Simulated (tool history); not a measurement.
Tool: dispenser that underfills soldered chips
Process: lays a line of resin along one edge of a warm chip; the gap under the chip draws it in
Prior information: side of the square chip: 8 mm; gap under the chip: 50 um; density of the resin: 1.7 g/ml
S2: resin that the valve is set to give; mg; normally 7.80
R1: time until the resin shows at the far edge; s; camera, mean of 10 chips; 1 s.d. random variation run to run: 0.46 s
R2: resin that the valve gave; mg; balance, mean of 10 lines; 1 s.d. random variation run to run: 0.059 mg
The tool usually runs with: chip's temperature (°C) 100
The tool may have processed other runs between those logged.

{"run": 1, "hour": 0.0, "chip's temperature (°C)": 100, "S2": 7.8, "R1": 39.6, "R2": 7.04}
{"hour": 5.1, "done": "new syringe of resin"}
{"run": 2, "hour": 5.1, "chip's temperature (°C)": 100, "S2": 7.8, "R1": 34.7, "R2": 6.97}
{"run": 3, "hour": 9.1, "chip's temperature (°C)": 100, "S2": 7.8, "R1": 42.7, "R2": 7.01}
{"run": 4, "hour": 12.3, "chip's temperature (°C)": 100, "S2": 7.8, "R1": 49.7, "R2": 6.92}
{"hour": 13.3, "done": "new syringe of resin"}
{"run": 5, "hour": 16.8, "chip's temperature (°C)": 100, "S2": 7.8, "R1": 41.7, "R2": 6.93}
{"run": 6, "hour": 20.7, "chip's temperature (°C)": 100, "S2": 7.8, "R1": 50.6, "R2": 6.93}
{"hour": 21.5, "done": "new syringe of resin"}
{"run": 7, "hour": 25.4, "chip's temperature (°C)": 100, "S2": 7.8, "R1": 42.6, "R2": 6.85}
{"hour": 26.8, "done": "dispensing valve cleaned and set on the balance"}
{"hour": 30.4, "done": "new syringe of resin"}
{"run": 8, "hour": 30.4, "chip's temperature (°C)": 100, "S2": 7.8, "R1": 34.2, "R2": 7.81}
{"run": 9, "hour": 32.9, "chip's temperature (°C)": 100, "S2": 7.8, "R1": 38.8, "R2": 7.85}
{"run": 10, "hour": 36.8, "chip's temperature (°C)": 100, "S2": 7.8, "R1": 47.1, "R2": 7.59}
{"hour": 38.7, "done": "new syringe of resin"}
{"run": 11, "hour": 40.0, "chip's temperature (°C)": 107, "S2": 7.8, "R1": 27.7, "R2": 7.72}
{"run": 12, "hour": 45.0, "chip's temperature (°C)": 101, "S2": 7.8, "R1": 44.5, "R2": 7.74}
{"hour": 46.7, "done": "new syringe of resin"}
{"run": 13, "hour": 48.2, "chip's temperature (°C)": 101, "S2": 7.8, "R1": 35.5, "R2": 7.73}
{"run": 14, "hour": 52.0, "chip's temperature (°C)": 101, "S2": 7.8, "R1": 42.2, "R2": 7.76}
{"hour": 54.9, "done": "new syringe of resin"}
{"run": 15, "hour": 55.6, "chip's temperature (°C)": 101, "S2": 7.8, "R1": 34.4, "R2": 7.58}
{"run": 16, "hour": 60.5, "chip's temperature (°C)": 100, "S2": 7.8, "R1": 45.9, "R2": 7.75}
{"hour": 62.9, "done": "new syringe of resin"}
{"run": 17, "hour": 64.2, "chip's temperature (°C)": 114, "S2": 8.16, "R1": 21.1, "R2": 7.97}
{"run": 18, "hour": 66.8, "chip's temperature (°C)": 107, "S2": 9.72, "R1": 30.3, "R2": 9.49}
{"hour": 71.0, "done": "new syringe of resin"}
{"run": 19, "hour": 71.3, "chip's temperature (°C)": 96, "S2": 6.8, "R1": 41.8, "R2": 6.59}
{"run": 20, "hour": 73.5, "chip's temperature (°C)": 112, "S2": 9.34, "R1": 23.1, "R2": 8.96}
{"run": 21, "hour": 75.6, "chip's temperature (°C)": 91, "S2": 7.8, "R1": 61.8, "R2": 7.53}
{"hour": 79.1, "done": "new syringe of resin"}
{"run": 22, "hour": 80.0, "chip's temperature (°C)": 91, "S2": 7.8, "R1": 50.0, "R2": 7.46}
{"run": 23, "hour": 82.0, "chip's temperature (°C)": 91, "S2": 6.69, "R1": 59.1, "R2": 6.44}
{"hour": 87.2, "done": "new syringe of resin"}
{"run": 24, "hour": 87.2, "chip's temperature (°C)": 91, "S2": 6.69, "R1": 51.0, "R2": 6.41}
{"run": 25, "hour": 91.1, "chip's temperature (°C)": 91, "S2": 6.69, "R1": 62.2, "R2": 6.36}
{"hour": 95.3, "done": "new syringe of resin"}
{"run": 26, "hour": 96.3, "chip's temperature (°C)": 91, "S2": 6.69, "R1": 53.6, "R2": 6.34}
{"run": 27, "hour": 99.0, "chip's temperature (°C)": 107, "S2": 8.93, "R1": 30.7, "R2": 8.48}
{"run": 28, "hour": 101.7, "chip's temperature (°C)": 107, "S2": 8.93, "R1": 35.0, "R2": 8.42}
{"hour": 103.5, "done": "new syringe of resin"}
{"run": 29, "hour": 106.7, "chip's temperature (°C)": 107, "S2": 8.93, "R1": 29.2, "R2": 8.47}
{"run": 30, "hour": 110.4, "chip's temperature (°C)": 107, "S2": 8.93, "R1": 35.4, "R2": 8.49}
{"hour": 111.6, "done": "new syringe of resin"}
{"run": 31, "hour": 113.8, "chip's temperature (°C)": 102, "S2": 7.57, "R1": 35.2, "R2": 7.18}

3 options for the next run, each taken on its own from the tool as it stands now. Forecast them:
{"run": "A", "hour": 118.6, "chip's temperature (°C)": 102, "S2": 7.57, "R1": "?", "R2": "?"}
{"run": "B", "hour": 118.6, "chip's temperature (°C)": 86, "S2": 8.61, "R1": "?", "R2": "?"}
{"run": "C", "hour": 118.6, "chip's temperature (°C)": 92, "S2": 7.92, "R1": "?", "R2": "?"}

run=A R1=45.5 R2=7.14
run=B R1=84.8 R2=8.04
run=C R1=65.6 R2=7.44
With no hidden state in the tool, these same runs would have given:
run=A R1=32.9 R2=7.59
run=B R1=61.9 R2=8.54
run=C R1=47.4 R2=7.91

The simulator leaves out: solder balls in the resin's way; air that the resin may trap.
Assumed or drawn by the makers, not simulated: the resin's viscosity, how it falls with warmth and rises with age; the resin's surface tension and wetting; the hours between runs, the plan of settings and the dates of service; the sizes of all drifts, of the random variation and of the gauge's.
